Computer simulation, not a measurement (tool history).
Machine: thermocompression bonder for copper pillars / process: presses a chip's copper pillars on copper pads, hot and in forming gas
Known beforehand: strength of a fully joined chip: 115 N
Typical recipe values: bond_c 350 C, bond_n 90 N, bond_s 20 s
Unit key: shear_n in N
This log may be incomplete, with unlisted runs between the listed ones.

{"run": 1, "hour": 0.0, "bond_c": 350, "bond_n": 90, "bond_s": 20, "shear_n": 62.4}
{"run": 2, "hour": 39.8, "bond_c": 350, "bond_n": 90, "bond_s": 26, "shear_n": 66.4}
{"run": 3, "hour": 92.0, "bond_c": 350, "bond_n": 90, "bond_s": 26, "shear_n": 66.1}
{"hour": 105.2, "done": "forming gas filter changed"}
{"run": 4, "hour": 132.4, "bond_c": 350, "bond_n": 90, "bond_s": 25, "shear_n": 71.7}
{"run": 5, "hour": 185.1, "bond_c": 350, "bond_n": 90, "bond_s": 25, "shear_n": 70.9}
{"run": 6, "hour": 216.0, "bond_c": 350, "bond_n": 90, "bond_s": 25, "shear_n": 70.2}
{"run": 7, "hour": 261.7, "bond_c": 350, "bond_n": 90, "bond_s": 25, "shear_n": 71.4}
{"run": 8, "hour": 306.8, "bond_c": 350, "bond_n": 90, "bond_s": 22, "shear_n": 66.2}
{"run": 9, "hour": 356.9, "bond_c": 378, "bond_n": 74, "bond_s": 25, "shear_n": 72.8}
{"hour": 361.2, "done": "force cell calibrated"}
{"run": 10, "hour": 386.5, "bond_c": 355, "bond_n": 63, "bond_s": 47, "shear_n": 68.2}
{"run": 11, "hour": 436.2, "bond_c": 355, "bond_n": 133, "bond_s": 15, "shear_n": 81.6}
{"run": 12, "hour": 485.9, "bond_c": 355, "bond_n": 133, "bond_s": 15, "shear_n": 81.4}
{"run": 13, "hour": 536.7, "bond_c": 323, "bond_n": 78, "bond_s": 15, "shear_n": 42}

Alternative continuations, all from the tool just after run 13; predict every row:
{"hour": 589.2, "done": "force cell calibrated, once more"}
{"run": "A", "hour": 589.2, "bond_c": 325, "bond_n": 59, "bond_s": 39, "shear_n": "?"}
{"hour": 589.2, "done": "force cell calibrated, once more"}
{"run": "B", "hour": 589.2, "bond_c": 346, "bond_n": 65, "bond_s": 15, "shear_n": "?"}
{"hour": 589.2, "done": "force cell calibrated, once more"}
{"run": "C", "hour": 589.2, "bond_c": 359, "bond_n": 56, "bond_s": 23, "shear_n": "?"}
{"hour": 589.2, "done": "force cell calibrated, once more"}
{"run": "D", "hour": 589.2, "bond_c": 323, "bond_n": 78, "bond_s": 10, "shear_n": "?"}

run=A shear_n=44.3
run=B shear_n=40.2
run=C shear_n=45.7
run=D shear_n=32.8
Without the tool's hidden state the same runs would have given:
run=A shear_n=46.7
run=B shear_n=42.4
run=C shear_n=48.3
run=D shear_n=34.6

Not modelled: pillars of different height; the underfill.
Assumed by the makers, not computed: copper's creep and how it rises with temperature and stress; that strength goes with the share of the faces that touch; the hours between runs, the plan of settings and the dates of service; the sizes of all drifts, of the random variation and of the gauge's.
